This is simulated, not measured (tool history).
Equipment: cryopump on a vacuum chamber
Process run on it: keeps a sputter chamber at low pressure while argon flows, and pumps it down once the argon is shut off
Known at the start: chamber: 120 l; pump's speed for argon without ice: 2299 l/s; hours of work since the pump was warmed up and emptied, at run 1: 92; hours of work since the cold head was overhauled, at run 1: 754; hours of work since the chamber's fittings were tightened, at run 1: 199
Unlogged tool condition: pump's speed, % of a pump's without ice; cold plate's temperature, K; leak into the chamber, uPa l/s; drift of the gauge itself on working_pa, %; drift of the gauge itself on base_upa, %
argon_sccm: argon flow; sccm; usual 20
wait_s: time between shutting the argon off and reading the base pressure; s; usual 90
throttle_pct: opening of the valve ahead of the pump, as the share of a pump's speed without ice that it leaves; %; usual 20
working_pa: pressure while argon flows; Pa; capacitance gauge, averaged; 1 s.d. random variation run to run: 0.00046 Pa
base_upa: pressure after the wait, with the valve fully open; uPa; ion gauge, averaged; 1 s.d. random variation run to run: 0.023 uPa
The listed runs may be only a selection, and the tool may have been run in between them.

run	day	argon_sccm	wait_s	throttle_pct	hours of work since the pump was warmed up and emptied	hours of work since the cold head was overhauled	hours of work since the chamber's fittings were tightened	working_pa	base_upa
1	0	20	90	20	92	754	199	0.0741	0.89
2	0.938	20	90	20	102	764	209	0.0746	0.83
3	2.383	20	90	20	117	779	224	0.0752	0.89
4	3.854	9	90	20	132	794	239	0.034	0.87
5	5.304	9	90	20	147	809	254	0.0341	0.89
6	6.196	17	90	20	156	818	263	0.0639	0.88
7	7.283	17	90	20	167	829	274	0.0635	0.85
8	9.246	17	153	20	187	849	295	0.0629	0.61
9	10.733	20	90	20	203	865	310	0.0757	0.9
10	12.25	20	90	20	218	880	326	0.0758	0.9
11	13.879	20	90	20	235	897	342	0.076	0.91
12	15.912	20	207	20	256	918	363	0.0762	0.55
13	17.442	21	90	20	272	934	379	0.0803	0.88
14	19.575	10	90	20	294	956	401	0.0382	0.9
15	21.483	10	90	20	314	975	421	0.0378	0.93
# day 22.496: pump warmed up, emptied and cooled again
16	22.912	10	90	20	4	988	433	0.0363	0.87
17	23.967	9	90	20	15	999	444	0.033	0.9
18	25.012	32	90	20	26	1010	455	0.1182	0.9
19	26.312	20	90	23	39	1023	468	0.0644	0.88
20	28.192	18	118	15	59	1042	488	0.0892	0.79
21	30.288	9	90	20	80	1064	509	0.0333	0.96
22	31.412	18	78	35	92	1076	521	0.0395	1.05
23	33.488	18	78	35	113	1097	542	0.0388	1
24	35.167	15	147	46	131	1114	560	0.0247	0.66
25	37.317	15	147	46	153	1136	582	0.0252	0.69
26	38.238	15	147	58	162	1146	591	0.02	0.72
27	39.258	13	105	27	173	1156	602	0.0362	0.85
28	40.625	13	90	25	187	1170	616	0.04	0.92
29	41.833	29	55	19	199	1183	628	0.1145	1.36
30	42.958	22	28	26	211	1194	640	0.0642	2.45
31	44.033	34	27	17	222	1206	651	0.151	2.56
32	45.988	10	179	24	242	1226	671	0.0308	0.62
33	47.396	10	40	17	257	1240	686	0.0438	1.77
34	49.167	25	80	17	275	1258	704	0.1112	1.06
35	50.658	25	80	17	290	1274	719	0.1108	1.07

3 options for the next run, each taken on its own from the tool as it stands now. Forecast them:
A	52.154	8	90	18	306	1289	735	?	?
B	52.154	15	119	51	306	1289	735	?	?
C	52.154	37	90	56	306	1289	735	?	?

run	working_pa	base_upa
A	0.034	0.99
B	0.0233	0.84
C	0.0537	1.03
With the hidden condition removed and each run's random variation left untouched, the same runs would have given:
run	working_pa	base_upa
A	0.0329	0.76
B	0.0212	0.62
C	0.0485	0.8

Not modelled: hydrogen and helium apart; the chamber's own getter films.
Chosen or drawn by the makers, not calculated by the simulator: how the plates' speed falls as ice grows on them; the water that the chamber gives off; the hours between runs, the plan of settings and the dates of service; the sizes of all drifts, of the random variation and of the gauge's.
